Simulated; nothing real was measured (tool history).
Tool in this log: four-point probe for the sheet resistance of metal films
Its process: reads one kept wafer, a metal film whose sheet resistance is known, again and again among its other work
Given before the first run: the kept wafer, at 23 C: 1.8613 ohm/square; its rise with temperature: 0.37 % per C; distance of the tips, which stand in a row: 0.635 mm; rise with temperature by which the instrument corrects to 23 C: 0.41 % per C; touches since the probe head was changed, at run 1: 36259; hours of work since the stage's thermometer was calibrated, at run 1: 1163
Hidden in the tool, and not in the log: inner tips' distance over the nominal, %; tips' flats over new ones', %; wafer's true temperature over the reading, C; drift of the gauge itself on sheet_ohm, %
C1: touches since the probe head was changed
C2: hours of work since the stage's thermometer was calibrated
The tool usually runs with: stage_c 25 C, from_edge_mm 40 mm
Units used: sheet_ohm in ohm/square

run 1 hour=0 | stage_c=25 from_edge_mm=40 | C1=36259 C2=1163 | sheet_ohm=1.862287
run 2 hour=34.7 | stage_c=20 from_edge_mm=40 | C1=37440 C2=1189 | sheet_ohm=1.865995
run 3 hour=59.4 | stage_c=25 from_edge_mm=11 | C1=38279 C2=1208 | sheet_ohm=1.86507
run 4 hour=78 | stage_c=25 from_edge_mm=11 | C1=38911 C2=1223 | sheet_ohm=1.86551
run 5 hour=115.8 | stage_c=18 from_edge_mm=40 | C1=40196 C2=1252 | sheet_ohm=1.867763
run 6 hour=152.1 | stage_c=18 from_edge_mm=40 | C1=41431 C2=1280 | sheet_ohm=1.867775
run 7 hour=184.9 | stage_c=18 from_edge_mm=40 | C1=42547 C2=1305 | sheet_ohm=1.867824
run 8 hour=220.8 | stage_c=18 from_edge_mm=40 | C1=43768 C2=1332 | sheet_ohm=1.868609
run 9 hour=239.8 | stage_c=18 from_edge_mm=6 | C1=44415 C2=1347 | sheet_ohm=1.879419
run 10 hour=258 | stage_c=18 from_edge_mm=6 | C1=45035 C2=1361 | sheet_ohm=1.879858
run 11 hour=277.7 | stage_c=18 from_edge_mm=6 | C1=45706 C2=1376 | sheet_ohm=1.878917
run 12 hour=317.9 | stage_c=26 from_edge_mm=40 | C1=47074 C2=1407 | sheet_ohm=1.861405
run 13 hour=357.8 | stage_c=25 from_edge_mm=8 | C1=48430 C2=1438 | sheet_ohm=1.869149
run 14 hour=390.5 | stage_c=28 from_edge_mm=40 | C1=49543 C2=1463 | sheet_ohm=1.860536
run 15 hour=428.7 | stage_c=28 from_edge_mm=40 | C1=50841 C2=1492 | sheet_ohm=1.861834
run 16 hour=450.6 | stage_c=22 from_edge_mm=9 | C1=51588 C2=1509 | sheet_ohm=1.870584
run 17 hour=476 | stage_c=22 from_edge_mm=4 | C1=52449 C2=1529 | sheet_ohm=1.890216
run 18 hour=506.3 | stage_c=29 from_edge_mm=14 | C1=53482 C2=1552 | sheet_ohm=1.861513
run 19 hour=540.1 | stage_c=29 from_edge_mm=14 | C1=54632 C2=1578 | sheet_ohm=1.861862
run 20 hour=565.1 | stage_c=27 from_edge_mm=40 | C1=55480 C2=1597 | sheet_ohm=1.861659
run 21 hour=603.5 | stage_c=27 from_edge_mm=40 | C1=56787 C2=1627 | sheet_ohm=1.862044
run 22 hour=645.1 | stage_c=27 from_edge_mm=33 | C1=58202 C2=1659 | sheet_ohm=1.861755
run 23 hour=673.8 | stage_c=22 from_edge_mm=9 | C1=59179 C2=1681 | sheet_ohm=1.870563
run 24 hour=696.3 | stage_c=19 from_edge_mm=11 | C1=59944 C2=1698 | sheet_ohm=1.871889

Alternative continuations, all from the tool just after run 24; predict every row:
run A hour=728.4 | stage_c=31 from_edge_mm=4 | C1=61035 C2=1723 | sheet_ohm=?
run B hour=728.4 | stage_c=30 from_edge_mm=23 | C1=61035 C2=1723 | sheet_ohm=?
run C hour=728.4 | stage_c=21 from_edge_mm=14 | C1=61035 C2=1723 | sheet_ohm=?

run=A sheet_ohm=1.883379
run=B sheet_ohm=1.860853
run=C sheet_ohm=1.86871
Without the tool's unlogged condition, the same runs would have read:
run=A sheet_ohm=1.879697
run=B sheet_ohm=1.857218
run=C sheet_ohm=1.86514
